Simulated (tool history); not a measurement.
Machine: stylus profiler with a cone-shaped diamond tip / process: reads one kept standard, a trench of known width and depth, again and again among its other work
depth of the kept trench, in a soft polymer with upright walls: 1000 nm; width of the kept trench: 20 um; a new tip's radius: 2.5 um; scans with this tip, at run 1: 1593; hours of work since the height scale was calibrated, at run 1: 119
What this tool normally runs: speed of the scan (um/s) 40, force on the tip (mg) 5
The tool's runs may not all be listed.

run	hour	speed of the scan (um/s)	force on the tip (mg)	scans with this tip	hours of work since the height scale was calibrated	depth of the trench (angstrom)	width of the trench's floor (um)
1	0	40	5	1593	119	10205.4	15.67
2	15.7	40	5	1698	127	10206.7	15.62
3	29.3	40	5	1789	134	10206.4	15.63
4	37	40	5	1840	137	10202	15.62
5	50.1	40	5	1928	144	10210.9	15.6
6	67.5	40	2.53	2044	153	10126.4	15.52
7	86	21	5	2167	162	10208.4	15.65
8	100.5	21	5	2264	169	10202.8	15.62
9	119.2	21	5	2389	178	10202.2	15.6
10	138.2	21	5	2515	188	10208.6	15.6
11	146.9	19	5	2573	192	10203.2	15.64
12	162.5	31	5	2677	200	10206.2	15.57
13	174.7	31	5	2758	206	10202.3	15.51
14	187.3	31	5	2843	212	10198.2	15.51
15	201.7	123	13.74	2938	219	10411.1	15.41
16	210.5	30	13.66	2997	224	10411.5	15.58
17	223.2	30	13.66	3082	230	10413.2	15.56
18	240.3	85	7.76	3196	239	10278.7	15.34
19	255.5	54	5	3298	246	10200.6	15.46
20	274.1	54	5	3422	255	10200.6	15.37
21	285.3	18	2.87	3496	261	10133.1	15.49
22	294.4	18	2.87	3557	266	10132.1	15.5
23	304.7	37	2.44	3626	271	10114.9	15.38
24	321.7	37	2.44	3739	279	10114.4	15.38

Measured minus without-hidden-state, run by run (identical run-to-run variation in each term; gauge scatter may differ):
The tool's hidden condition here consists of: radius of the tip, um; height scale over the true one, %; drift of the gauge itself on depth_nm, %; drift of the gauge itself on floor_um, %.
run	depth of the trench (angstrom)	width of the trench's floor (um)
1	-9.4	-0.19
2	-9.9	-0.21
3	-10.3	-0.23
4	-10.5	-0.23
5	-10.8	-0.24
6	-11.1	-0.25
7	-11.8	-0.27
8	-12.2	-0.28
9	-12.6	-0.29
10	-13.2	-0.3
11	-13.4	-0.31
12	-13.7	-0.33
13	-14.1	-0.33
14	-14.4	-0.34
15	-15.1	-0.36
16	-15.3	-0.36
17	-15.7	-0.37
18	-16	-0.38
19	-16.2	-0.4
20	-16.7	-0.41
21	-16.9	-0.41
22	-17.1	-0.43
23	-17.3	-0.43
24	-17.7	-0.45
